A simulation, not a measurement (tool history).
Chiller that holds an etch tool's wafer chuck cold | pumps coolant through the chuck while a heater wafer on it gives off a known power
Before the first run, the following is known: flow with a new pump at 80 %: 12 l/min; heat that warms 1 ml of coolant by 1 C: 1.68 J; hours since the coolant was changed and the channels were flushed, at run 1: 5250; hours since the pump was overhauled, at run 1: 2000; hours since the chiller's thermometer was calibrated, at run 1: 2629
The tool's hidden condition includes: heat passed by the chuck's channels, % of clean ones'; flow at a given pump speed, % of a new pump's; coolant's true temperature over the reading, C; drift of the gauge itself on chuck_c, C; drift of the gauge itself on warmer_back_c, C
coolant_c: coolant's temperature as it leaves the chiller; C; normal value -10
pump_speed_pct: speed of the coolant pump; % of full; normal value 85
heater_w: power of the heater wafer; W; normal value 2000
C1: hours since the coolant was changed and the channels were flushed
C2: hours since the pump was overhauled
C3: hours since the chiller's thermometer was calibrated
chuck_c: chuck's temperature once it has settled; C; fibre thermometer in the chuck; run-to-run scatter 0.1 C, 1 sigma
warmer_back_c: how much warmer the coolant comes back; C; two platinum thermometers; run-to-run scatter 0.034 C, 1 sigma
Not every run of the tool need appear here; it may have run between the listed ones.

run 1 day=0.000 | coolant_c=-10 pump_speed_pct=85 heater_w=2000 | C1=5250 C2=2000 C3=2629 | chuck_c=11.2 warmer_back_c=5.60
run 2 day=2.208 | coolant_c=-10 pump_speed_pct=85 heater_w=2000 | C1=5303 C2=2053 C3=2682 | chuck_c=11.1 warmer_back_c=5.57
run 3 day=4.117 | coolant_c=-10 pump_speed_pct=85 heater_w=2000 | C1=5349 C2=2099 C3=2728 | chuck_c=11.3 warmer_back_c=5.61
run 4 day=6.962 | coolant_c=-10 pump_speed_pct=85 heater_w=2000 | C1=5418 C2=2167 C3=2796 | chuck_c=11.2 warmer_back_c=5.65
run 5 day=8.354 | coolant_c=-10 pump_speed_pct=85 heater_w=2000 | C1=5451 C2=2200 C3=2829 | chuck_c=11.1 warmer_back_c=5.60
run 6 day=11.388 | coolant_c=-10 pump_speed_pct=85 heater_w=1101 | C1=5524 C2=2273 C3=2902 | chuck_c=1.8 warmer_back_c=3.01
run 7 day=13.512 | coolant_c=-10 pump_speed_pct=85 heater_w=1101 | C1=5575 C2=2324 C3=2953 | chuck_c=1.6 warmer_back_c=3.05
run 8 day=15.079 | coolant_c=-10 pump_speed_pct=69 heater_w=1101 | C1=5612 C2=2362 C3=2991 | chuck_c=3.9 warmer_back_c=3.82
run 9 day=18.317 | coolant_c=-10 pump_speed_pct=69 heater_w=1101 | C1=5690 C2=2439 C3=3068 | chuck_c=4.1 warmer_back_c=3.76
run 10 day=20.258 | coolant_c=-10 pump_speed_pct=69 heater_w=1101 | C1=5737 C2=2486 C3=3115 | chuck_c=4.0 warmer_back_c=3.74
run 11 day=22.500 | coolant_c=-10 pump_speed_pct=77 heater_w=2000 | C1=5790 C2=2540 C3=3169 | chuck_c=13.0 warmer_back_c=6.19
run 12 day=25.046 | coolant_c=-17 pump_speed_pct=75 heater_w=2858 | C1=5852 C2=2601 C3=3230 | chuck_c=16.6 warmer_back_c=9.07
run 13 day=26.646 | coolant_c=-10 pump_speed_pct=93 heater_w=2000 | C1=5890 C2=2639 C3=3268 | chuck_c=9.8 warmer_back_c=5.04
run 14 day=28.329 | coolant_c=-10 pump_speed_pct=93 heater_w=1837 | C1=5930 C2=2680 C3=3309 | chuck_c=8.0 warmer_back_c=4.59
run 15 day=30.904 | coolant_c=-10 pump_speed_pct=93 heater_w=1837 | C1=5992 C2=2741 C3=3371 | chuck_c=8.2 warmer_back_c=4.57
run 16 day=33.042 | coolant_c=-10 pump_speed_pct=82 heater_w=1257 | C1=6043 C2=2793 C3=3422 | chuck_c=3.7 warmer_back_c=3.53
run 17 day=35.925 | coolant_c=-10 pump_speed_pct=82 heater_w=1257 | C1=6113 C2=2862 C3=3491 | chuck_c=3.8 warmer_back_c=3.48
run 18 day=38.762 | coolant_c=-14 pump_speed_pct=70 heater_w=2000 | C1=6181 C2=2930 C3=3559 | chuck_c=10.9 warmer_back_c=6.74
run 19 day=40.938 | coolant_c=-4 pump_speed_pct=88 heater_w=1424 | C1=6233 C2=2982 C3=3611 | chuck_c=10.7 warmer_back_c=3.66
run 20 day=42.846 | coolant_c=-14 pump_speed_pct=80 heater_w=2038 | C1=6279 C2=3028 C3=3657 | chuck_c=8.6 warmer_back_c=5.90
run 21 day=45.883 | coolant_c=-14 pump_speed_pct=80 heater_w=2038 | C1=6352 C2=3101 C3=3730 | chuck_c=8.7 warmer_back_c=5.92
-- day=47.858 gauge calibrated
run 22 day=48.967 | coolant_c=-14 pump_speed_pct=80 heater_w=2038 | C1=6426 C2=3175 C3=3804 | chuck_c=8.6 warmer_back_c=6.04

Alternative continuations, all from the tool just after run 22; predict every row:
run A day=50.421 | coolant_c=-14 pump_speed_pct=80 heater_w=2038 | C1=6461 C2=3210 C3=3839 | chuck_c=? warmer_back_c=?
run B day=50.421 | coolant_c=-10 pump_speed_pct=62 heater_w=2000 | C1=6461 C2=3210 C3=3839 | chuck_c=? warmer_back_c=?
run C day=50.421 | coolant_c=-10 pump_speed_pct=85 heater_w=1315 | C1=6461 C2=3210 C3=3839 | chuck_c=? warmer_back_c=?
run D day=50.421 | coolant_c=-10 pump_speed_pct=74 heater_w=1046 | C1=6461 C2=3210 C3=3839 | chuck_c=? warmer_back_c=?
run E day=50.421 | coolant_c=-10 pump_speed_pct=77 heater_w=2000 | C1=6461 C2=3210 C3=3839 | chuck_c=? warmer_back_c=?

run=A chuck_c=8.8 warmer_back_c=6.06
run=B chuck_c=17.6 warmer_back_c=7.77
run=C chuck_c=3.9 warmer_back_c=3.65
run=D chuck_c=2.4 warmer_back_c=3.39
run=E chuck_c=13.0 warmer_back_c=6.20
Had the tool no hidden state, the same runs would have come out as:
run=A chuck_c=8.8 warmer_back_c=6.07
run=B chuck_c=17.6 warmer_back_c=7.78
run=C chuck_c=3.9 warmer_back_c=3.66
run=D chuck_c=2.3 warmer_back_c=3.40
run=E chuck_c=12.9 warmer_back_c=6.20
